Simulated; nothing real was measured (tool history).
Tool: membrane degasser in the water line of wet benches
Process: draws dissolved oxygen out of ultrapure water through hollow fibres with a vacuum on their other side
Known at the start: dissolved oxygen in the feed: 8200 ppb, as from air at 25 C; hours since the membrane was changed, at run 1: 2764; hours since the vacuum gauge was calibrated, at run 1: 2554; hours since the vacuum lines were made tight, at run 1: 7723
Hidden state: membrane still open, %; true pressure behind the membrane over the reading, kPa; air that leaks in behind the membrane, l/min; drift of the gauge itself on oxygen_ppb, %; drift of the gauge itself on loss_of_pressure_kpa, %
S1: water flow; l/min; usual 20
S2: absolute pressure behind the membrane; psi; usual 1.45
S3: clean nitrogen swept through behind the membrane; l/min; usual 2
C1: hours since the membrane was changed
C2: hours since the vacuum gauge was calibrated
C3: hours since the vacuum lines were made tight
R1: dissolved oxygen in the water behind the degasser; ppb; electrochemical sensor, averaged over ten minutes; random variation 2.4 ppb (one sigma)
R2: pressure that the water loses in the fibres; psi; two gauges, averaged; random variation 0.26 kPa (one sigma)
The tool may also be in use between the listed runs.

run 1 day=0 | S1=20 S2=1.45 S3=2 | C1=2764 C2=2554 C3=7723 | R1=243.8 R2=9.993
run 2 day=1.858 | S1=20 S2=1.45 S3=2 | C1=2809 C2=2598 C3=7768 | R1=241.4 R2=10.064
run 3 day=4.454 | S1=20 S2=1.45 S3=2 | C1=2871 C2=2661 C3=7830 | R1=241.4 R2=10.019
run 4 day=6.529 | S1=20 S2=1.45 S3=2 | C1=2921 C2=2711 C3=7880 | R1=241.1 R2=9.96
run 5 day=8.004 | S1=20 S2=1.45 S3=2 | C1=2956 C2=2746 C3=7915 | R1=243 R2=10.028
run 6 day=9.275 | S1=20 S2=1.45 S3=2 | C1=2987 C2=2776 C3=7946 | R1=239.8 R2=10.016
run 7 day=10.588 | S1=20 S2=1.45 S3=2 | C1=3018 C2=2808 C3=7977 | R1=241.1 R2=10.063
run 8 day=11.933 | S1=20 S2=1.45 S3=2 | C1=3050 C2=2840 C3=8010 | R1=243.3 R2=9.999
run 9 day=14.942 | S1=20 S2=1.45 S3=2 | C1=3122 C2=2912 C3=8082 | R1=240.9 R2=9.993
run 10 day=16.288 | S1=20 S2=1.45 S3=2 | C1=3155 C2=2945 C3=8114 | R1=247 R2=10.013
run 11 day=18.888 | S1=20 S2=1.45 S3=2 | C1=3217 C2=3007 C3=8177 | R1=241.3 R2=9.987
run 12 day=20.621 | S1=20 S2=1.45 S3=4.38 | C1=3259 C2=3049 C3=8218 | R1=161.9 R2=9.974
run 13 day=22.488 | S1=20 S2=1.45 S3=4.38 | C1=3304 C2=3094 C3=8263 | R1=162.1 R2=10.034
-- day=25.038 seals of the vacuum lines changed
run 14 day=25.333 | S1=20 S2=1.45 S3=2 | C1=3370 C2=3160 C3=7 | R1=244.8 R2=10.108
run 15 day=26.95 | S1=20 S2=1.45 S3=2 | C1=3409 C2=3199 C3=46 | R1=241.6 R2=10.025
run 16 day=29.954 | S1=20 S2=1.45 S3=2 | C1=3481 C2=3271 C3=118 | R1=244.3 R2=10.012
run 17 day=31.883 | S1=18 S2=3.02 S3=1.7 | C1=3527 C2=3317 C3=164 | R1=475 R2=9.034
-- day=32.142 vacuum gauge calibrated
run 18 day=33.45 | S1=28 S2=3.02 S3=1.19 | C1=3564 C2=31 C3=201 | R1=967.5 R2=14.044
run 19 day=34.996 | S1=14 S2=1.45 S3=2 | C1=3601 C2=69 C3=238 | R1=147.6 R2=7.013
run 20 day=36.396 | S1=14 S2=2.03 S3=1.68 | C1=3635 C2=102 C3=272 | R1=240.8 R2=7.027
run 21 day=38.042 | S1=22 S2=1.45 S3=2 | C1=3674 C2=142 C3=312 | R1=270.4 R2=11.059
run 22 day=40.521 | S1=14 S2=1.45 S3=0.85 | C1=3734 C2=201 C3=371 | R1=283.2 R2=7.05

Run 23 comes next. What will it give?
run 23 day=41.996 | S1=14 S2=0.94 S3=1.58 | C1=3769 C2=236 C3=406 | R1=? R2=?

Run 23 gave R1 104.9 ppb, R2 7.004 psi.
Without the tool's hidden state the same run would have given R1 104.8 ppb, R2 7.001 psi.
